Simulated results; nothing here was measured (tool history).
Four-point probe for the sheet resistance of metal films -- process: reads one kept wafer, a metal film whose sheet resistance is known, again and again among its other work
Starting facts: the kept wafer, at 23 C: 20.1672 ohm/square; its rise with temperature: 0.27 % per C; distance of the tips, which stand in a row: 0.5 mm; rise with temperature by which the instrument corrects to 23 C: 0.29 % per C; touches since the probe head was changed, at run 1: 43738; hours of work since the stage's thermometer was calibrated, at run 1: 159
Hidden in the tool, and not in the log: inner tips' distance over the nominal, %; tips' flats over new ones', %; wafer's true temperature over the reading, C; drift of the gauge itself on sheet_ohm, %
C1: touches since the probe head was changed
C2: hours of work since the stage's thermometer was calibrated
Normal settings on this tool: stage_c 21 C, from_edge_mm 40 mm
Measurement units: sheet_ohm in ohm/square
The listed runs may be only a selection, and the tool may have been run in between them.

Run 1, day 0.000: usual settings; C1 43738; C2 159. Result: sheet_ohm 20.179015 ohm/square.
Run 2, day 0.817: usual settings; C1 44523; C2 168. Result: sheet_ohm 20.175670 ohm/square.
Run 3, day 1.612: usual settings; C1 45292; C2 177. Result: sheet_ohm 20.182564 ohm/square.
Run 4, day 2.312: usual settings; C1 45965; C2 185. Result: sheet_ohm 20.178558 ohm/square.
Run 5, day 3.212: usual settings but from_edge_mm 6 mm; C1 46833; C2 195. Result: sheet_ohm 20.253066 ohm/square.
Run 6, day 4.004: usual settings but stage_c 32 C; C1 47595; C2 203. Result: sheet_ohm 20.129989 ohm/square.
Run 7, day 4.900: usual settings but stage_c 35 C; C1 48455; C2 213. Result: sheet_ohm 20.119595 ohm/square.
Run 8, day 5.567: usual settings but stage_c 35 C; C1 49097; C2 220. Result: sheet_ohm 20.119734 ohm/square.
Run 9, day 6.404: usual settings but stage_c 19 C; C1 49905; C2 230. Result: sheet_ohm 20.189129 ohm/square.
Run 10, day 6.883: usual settings but from_edge_mm 27 mm; C1 50368; C2 235. Result: sheet_ohm 20.181195 ohm/square.
Run 11, day 7.450: usual settings but from_edge_mm 5 mm; C1 50913; C2 241. Result: sheet_ohm 20.287884 ohm/square.
Run 12, day 8.154: usual settings; C1 51591; C2 249. Result: sheet_ohm 20.182181 ohm/square.
Run 13, day 8.671: usual settings but stage_c 34 C; C1 52086; C2 255. Result: sheet_ohm 20.117198 ohm/square.
Run 14, day 9.304: usual settings but stage_c 34 C; C1 52700; C2 262. Result: sheet_ohm 20.122371 ohm/square.
Run 15, day 9.967: usual settings but stage_c 34 C; C1 53336; C2 269. Result: sheet_ohm 20.121170 ohm/square.
Run 16, day 10.950: usual settings but stage_c 34 C; C1 54285; C2 280. Result: sheet_ohm 20.116340 ohm/square.
Run 17, day 11.358: usual settings but stage_c 34 C; C1 54676; C2 284. Result: sheet_ohm 20.120178 ohm/square.
Run 18, day 12.062: usual settings but stage_c 34 C; C1 55352; C2 292. Result: sheet_ohm 20.117206 ohm/square.
Run 19, day 12.846: usual settings but stage_c 34 C; C1 56109; C2 301. Result: sheet_ohm 20.118536 ohm/square.
Run 20, day 13.388: usual settings but stage_c 34 C; C1 56630; C2 307. Result: sheet_ohm 20.117635 ohm/square.
Run 21, day 13.929: usual settings but stage_c 34 C; C1 57153; C2 312. Result: sheet_ohm 20.123574 ohm/square.
Run 22, day 14.900: usual settings but stage_c 34 C; C1 58088; C2 323. Result: sheet_ohm 20.121293 ohm/square.
Run 23, day 15.508: usual settings but stage_c 34 C, from_edge_mm 10 mm; C1 58672; C2 330. Result: sheet_ohm 20.143130 ohm/square.
Run 24, day 15.917: usual settings but from_edge_mm 6 mm; C1 59066; C2 334. Result: sheet_ohm 20.252427 ohm/square.
Run 25, day 16.754: usual settings but stage_c 23 C, from_edge_mm 16 mm; C1 59871; C2 344. Result: sheet_ohm 20.180602 ohm/square.
Run 26, day 17.571: usual settings but stage_c 23 C, from_edge_mm 43 mm; C1 60658; C2 353. Result: sheet_ohm 20.165953 ohm/square.
Run 27, day 18.475: usual settings but stage_c 27 C, from_edge_mm 13 mm; C1 61531; C2 363. Result: sheet_ohm 20.164344 ohm/square.
Run 28, day 19.467: usual settings but stage_c 30 C, from_edge_mm 34 mm; C1 62483; C2 373. Result: sheet_ohm 20.132473 ohm/square.
Run 29, day 20.275: usual settings but stage_c 32 C, from_edge_mm 7 mm; C1 63262; C2 382. Result: sheet_ohm 20.178660 ohm/square.
Run 30, day 20.825: usual settings but from_edge_mm 7 mm; C1 63792; C2 388. Result: sheet_ohm 20.231233 ohm/square.
Run 31, day 21.479: usual settings but stage_c 31 C, from_edge_mm 63 mm; C1 64421; C2 396. Result: sheet_ohm 20.130288 ohm/square.
Run 32, day 21.896: usual settings but stage_c 29 C, from_edge_mm 59 mm; C1 64823; C2 400. Result: sheet_ohm 20.141578 ohm/square.
Run 33, day 22.496: usual settings but stage_c 31 C, from_edge_mm 21 mm; C1 65402; C2 407. Result: sheet_ohm 20.141901 ohm/square.
Run 34, day 23.362: usual settings but stage_c 32 C, from_edge_mm 21 mm; C1 66237; C2 416. Result: sheet_ohm 20.136969 ohm/square.
Run 35, day 24.275: usual settings but stage_c 20 C, from_edge_mm 26 mm; C1 67116; C2 426. Result: sheet_ohm 20.182730 ohm/square.
Run 36, day 24.804: usual settings but stage_c 29 C, from_edge_mm 18 mm; C1 67626; C2 432. Result: sheet_ohm 20.151163 ohm/square.
Run 37, day 25.583: usual settings but stage_c 29 C, from_edge_mm 48 mm; C1 68375; C2 441. Result: sheet_ohm 20.147326 ohm/square.
Run 38, day 26.162: usual settings but stage_c 20 C, from_edge_mm 9 mm; C1 68933; C2 447. Result: sheet_ohm 20.205710 ohm/square.
Run 39, day 26.629: usual settings but from_edge_mm 27 mm; C1 69383; C2 452. Result: sheet_ohm 20.183097 ohm/square.
Run 40, day 27.321: usual settings but from_edge_mm 27 mm; C1 70048; C2 460. Result: sheet_ohm 20.179954 ohm/square.
Run 41, day 28.038: usual settings but stage_c 20 C, from_edge_mm 14 mm; C1 70736; C2 468. Result: sheet_ohm 20.195272 ohm/square.
Run 42, day 28.775: usual settings but from_edge_mm 4 mm; C1 71448; C2 476. Result: sheet_ohm 20.342392 ohm/square.

Here are 5 independent what-if runs from the current tool condition. What would each one return?
Run A, day 29.767: usual settings but stage_c 27 C, from_edge_mm 9 mm; C1 72403; C2 487. Result: sheet_ohm ?.
Run B, day 29.767: usual settings but from_edge_mm 6 mm; C1 72403; C2 487. Result: sheet_ohm ?.
Run C, day 29.767: usual settings but stage_c 35 C, from_edge_mm 38 mm; C1 72403; C2 487. Result: sheet_ohm ?.
Run D, day 29.767: usual settings but stage_c 26 C, from_edge_mm 7 mm; C1 72403; C2 487. Result: sheet_ohm ?.
Run E, day 29.767: usual settings but stage_c 29 C, from_edge_mm 35 mm; C1 72403; C2 487. Result: sheet_ohm ?.

run  sheet_ohm
  A  20.182294
  B  20.255940
  C  20.116671
  D  20.205307
  E  20.142988
Without the tool's hidden state the same runs would have given:
run  sheet_ohm
  A  20.181753
  B  20.255397
  C  20.116132
  D  20.204765
  E  20.142448

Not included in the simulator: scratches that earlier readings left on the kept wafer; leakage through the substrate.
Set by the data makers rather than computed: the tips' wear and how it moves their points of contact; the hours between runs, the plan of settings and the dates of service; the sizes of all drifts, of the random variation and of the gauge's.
